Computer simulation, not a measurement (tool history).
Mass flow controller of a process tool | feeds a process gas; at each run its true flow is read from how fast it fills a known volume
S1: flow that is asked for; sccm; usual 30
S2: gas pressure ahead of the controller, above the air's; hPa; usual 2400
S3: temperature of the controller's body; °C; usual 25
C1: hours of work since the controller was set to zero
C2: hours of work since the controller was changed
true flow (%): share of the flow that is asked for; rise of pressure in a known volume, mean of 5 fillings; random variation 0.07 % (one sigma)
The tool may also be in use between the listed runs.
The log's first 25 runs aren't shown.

run 26 hour=3092.5 | S1=30 S2=2300 S3=25 | C1=2355 C2=2355 | true_flow_(%)=98.97
run 27 hour=3205.2 | S1=30 S2=2300 S3=25 | C1=2428 C2=2428 | true_flow_(%)=98.89
run 28 hour=3276.4 | S1=24 S2=2000 S3=23 | C1=2474 C2=2474 | true_flow_(%)=98.92
run 29 hour=3355 | S1=11 S2=2320 S3=21 | C1=2524 C2=2524 | true_flow_(%)=98.05
run 30 hour=3512.4 | S1=48 S2=1600 S3=25 | C1=2626 C2=2626 | true_flow_(%)=99.82
run 31 hour=3652.6 | S1=75 S2=2220 S3=36 | C1=2717 C2=2717 | true_flow_(%)=100.96
run 32 hour=3735.5 | S1=31 S2=2300 S3=22 | C1=2770 C2=2770 | true_flow_(%)=98.95
run 33 hour=3808.3 | S1=31 S2=2300 S3=22 | C1=2817 C2=2817 | true_flow_(%)=98.92
run 34 hour=3937.6 | S1=17 S2=2300 S3=30 | C1=2901 C2=2901 | true_flow_(%)=98.92

Run 35 comes next. What will it give?
run 35 hour=4061.5 | S1=17 S2=2300 S3=30 | C1=2981 C2=2981 | true_flow_(%)=?

{"run 35": {"true flow (%)": 99.03}}
Without the tool's hidden state the same run would have given true flow (%) 97.63.
